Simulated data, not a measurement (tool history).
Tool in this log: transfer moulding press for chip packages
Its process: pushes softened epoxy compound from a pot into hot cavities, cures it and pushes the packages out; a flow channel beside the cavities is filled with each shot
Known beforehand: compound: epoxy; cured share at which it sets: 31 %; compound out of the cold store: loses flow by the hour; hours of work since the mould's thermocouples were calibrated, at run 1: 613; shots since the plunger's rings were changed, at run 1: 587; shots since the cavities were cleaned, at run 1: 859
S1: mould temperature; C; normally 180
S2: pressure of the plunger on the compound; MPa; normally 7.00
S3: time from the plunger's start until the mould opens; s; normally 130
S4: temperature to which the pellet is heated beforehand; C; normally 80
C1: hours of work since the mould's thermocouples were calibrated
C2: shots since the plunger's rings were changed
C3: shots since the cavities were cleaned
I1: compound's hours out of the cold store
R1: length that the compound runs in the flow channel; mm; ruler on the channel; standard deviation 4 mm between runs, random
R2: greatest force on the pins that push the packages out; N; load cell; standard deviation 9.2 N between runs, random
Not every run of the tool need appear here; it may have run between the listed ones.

run,hour,S1,S2,S3,S4,C1,C2,C3,I1,R1,R2
1,0.0,180,7.00,130,80,613,587,859,47.9,493,410
# hour 23.5: cavities cleaned with cleaning compound and waxed
2,35.1,180,7.00,130,80,637,971,133,42.2,508,411
3,66.8,180,7.00,130,80,661,1332,494,17.4,575,419
4,87.4,180,7.00,130,77,676,1568,730,41.4,510,419
# hour 108.8: mould's thermocouples calibrated
5,111.7,180,7.00,130,80,2,1821,983,34.9,530,411
# hour 123.9: cavities cleaned with cleaning compound and waxed
6,133.3,180,7.00,130,80,17,2051,107,11.3,587,425
7,160.4,180,7.00,130,80,37,2360,416,35.8,521,402
8,190.8,180,7.00,130,80,59,2707,763,45.3,502,415
9,213.2,180,7.00,130,75,75,2963,1019,18.5,571,419
# hour 221.7: cavities cleaned with cleaning compound and waxed
10,238.4,180,7.00,130,75,93,3233,191,21.9,559,423
11,268.6,180,7.00,130,75,115,3577,535,46.9,494,411
12,299.2,174,7.00,130,75,137,3927,885,27.9,548,517
# hour 320.3: cavities cleaned with cleaning compound and waxed
13,322.3,174,7.00,130,75,153,4173,23,19.1,574,503
14,338.7,174,7.00,130,75,165,4360,210,8.3,609,551
15,361.7,174,8.42,130,86,182,4622,472,29.8,599,494
16,383.8,180,7.00,169,80,198,4874,724,22.7,555,380
17,400.9,180,7.00,169,80,211,5069,919,15.0,579,389
# hour 418.0: cavities cleaned with cleaning compound and waxed
18,437.0,184,6.05,161,81,236,5464,216,15.4,528,378
19,460.3,182,8.31,130,74,253,5731,483,26.5,590,415
20,483.6,180,8.54,167,85,270,5996,748,17.4,633,394
21,504.8,180,5.94,125,80,286,6237,989,28.7,490,414
# hour 516.5: cavities cleaned with cleaning compound and waxed
# hour 523.0: plunger's sealing rings changed
22,534.2,180,5.94,125,80,304,128,173,34.7,481,428
23,560.0,180,7.35,130,80,323,421,466,23.9,560,434
24,578.9,180,7.35,130,80,337,638,683,35.7,535,398
25,597.1,180,7.35,130,80,350,845,890,36.1,539,401
# hour 617.1: cavities cleaned with cleaning compound and waxed
26,632.9,180,6.83,169,80,376,1237,181,18.6,554,390
27,663.8,188,5.85,119,78,398,1589,533,9.7,523,380
28,684.8,177,6.15,140,75,414,1829,773,10.8,561,431

For each entry between runs, how does the tool's hidden state at the last listed run before it compare with that at the first listed run after it?
Logged between run 1 and run 2: cavities cleaned with cleaning compound and waxed (hour 23.5)
  pressure that reaches the compound, % of what is set: 99.96 -> 99.94; grip of the stained cavities, % over clean ones': 1.3 -> 0.4
Logged between run 4 and run 5: mould's thermocouples calibrated (hour 108.8)
  true mould temperature over the reading, C: -0.01 -> 0; pressure that reaches the compound, % of what is set: 99.91 -> 99.89; grip of the stained cavities, % over clean ones': 1.2 -> 1.3
Logged between run 5 and run 6: cavities cleaned with cleaning compound and waxed (hour 123.9)
  pressure that reaches the compound, % of what is set: 99.89 -> 99.88; grip of the stained cavities, % over clean ones': 1.3 -> 0.3
Logged between run 9 and run 10: cavities cleaned with cleaning compound and waxed (hour 221.7)
  pressure that reaches the compound, % of what is set: 99.83 -> 99.81; grip of the stained cavities, % over clean ones': 1.4 -> 0.5
Logged between run 12 and run 13: cavities cleaned with cleaning compound and waxed (hour 320.3)
  pressure that reaches the compound, % of what is set: 99.78 -> 99.76; grip of the stained cavities, % over clean ones': 1.3 -> 0.1
Logged between run 17 and run 18: cavities cleaned with cleaning compound and waxed (hour 418.0)
  pressure that reaches the compound, % of what is set: 99.71 -> 99.69; grip of the stained cavities, % over clean ones': 1.3 -> 0.5
Logged between run 21 and run 22: cavities cleaned with cleaning compound and waxed (hour 516.5); plunger's sealing rings changed (hour 523.0)
  pressure that reaches the compound, % of what is set: 99.64 -> 99.99; grip of the stained cavities, % over clean ones': 1.3 -> 0.4
Logged between run 25 and run 26: cavities cleaned with cleaning compound and waxed (hour 617.1)
  pressure that reaches the compound, % of what is set: 99.95 -> 99.93; grip of the stained cavities, % over clean ones': 1.3 -> 0.5
